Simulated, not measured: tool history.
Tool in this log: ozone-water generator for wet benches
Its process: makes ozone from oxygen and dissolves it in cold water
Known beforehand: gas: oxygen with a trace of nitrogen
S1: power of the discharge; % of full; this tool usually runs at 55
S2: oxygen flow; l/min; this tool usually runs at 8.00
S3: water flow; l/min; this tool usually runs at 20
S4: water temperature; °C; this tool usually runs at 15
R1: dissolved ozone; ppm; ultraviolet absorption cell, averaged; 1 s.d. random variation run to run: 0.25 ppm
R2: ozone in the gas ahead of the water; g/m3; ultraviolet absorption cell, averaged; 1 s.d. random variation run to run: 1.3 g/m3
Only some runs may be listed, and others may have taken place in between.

run,hour,S1,S2,S3,S4,R1,R2
1,0.0,55,8.00,20,15,37.0,235.9
2,65.1,55,13.40,20,15,35.0,180.4
3,122.9,55,13.40,20,15,34.6,179.9
# hour 138.8: contactor cleaned
4,185.3,55,13.40,20,15,35.5,179.6
5,241.0,55,13.40,20,15,35.5,179.9
6,294.2,55,8.00,20,15,36.8,234.0
7,370.5,55,8.00,20,15,36.6,230.8
8,442.1,55,8.00,20,15,36.5,231.5
9,517.9,55,8.00,20,15,36.7,230.5
10,557.8,55,8.00,20,15,37.0,231.3
11,623.9,55,8.00,20,15,36.9,229.7
12,667.3,55,8.00,20,15,36.4,228.6
13,730.7,55,8.00,20,15,36.8,228.9
14,797.1,55,8.00,20,15,36.3,228.8
15,857.5,55,8.00,20,15,36.6,228.0
16,932.7,55,8.00,20,15,36.4,231.5
17,974.6,55,8.00,20,15,36.4,230.4
18,1050.3,54,8.00,20,21,32.5,226.8
19,1095.4,45,8.00,20,21,29.9,208.1
20,1168.2,48,13.19,32,7,29.3,166.1
# hour 1172.9: water thermometer calibrated
21,1238.3,55,10.53,17,15,38.0,198.5
22,1299.0,55,10.53,17,15,38.1,199.4
23,1348.0,55,5.71,15,10,46.8,269.9
24,1414.8,41,8.79,13,21,33.3,187.4
25,1457.2,55,7.21,28,18,27.7,238.8
26,1492.1,55,7.21,28,18,28.1,237.7
27,1534.2,55,11.11,29,9,31.3,193.9
# hour 1541.0: water thermometer calibrated, once more
28,1569.7,80,11.11,13,22,43.8,231.4
29,1623.4,80,11.11,13,22,43.6,231.1
30,1690.7,55,7.87,20,15,35.9,227.3
31,1738.3,55,7.87,20,15,36.2,226.3
32,1795.5,55,7.87,20,15,35.7,227.5

Alternative continuations, all from the tool just after run 32; predict every row:
A,1829.2,55,8.00,12,15,?,?
B,1829.2,43,7.59,20,13,?,?
C,1829.2,55,4.11,24,15,?,?
D,1829.2,55,7.87,22,15,?,?
E,1829.2,55,7.87,28,13,?,?

run,R1,R2
A,46.0,226.6
B,32.9,205.1
C,30.0,313.4
D,34.1,227.8
E,30.1,228.0
Without the tool's unlogged condition, the same runs would have read:
run,R1,R2
A,48.1,235.5
B,34.3,212.0
C,31.4,325.7
D,35.8,236.6
E,31.5,236.9

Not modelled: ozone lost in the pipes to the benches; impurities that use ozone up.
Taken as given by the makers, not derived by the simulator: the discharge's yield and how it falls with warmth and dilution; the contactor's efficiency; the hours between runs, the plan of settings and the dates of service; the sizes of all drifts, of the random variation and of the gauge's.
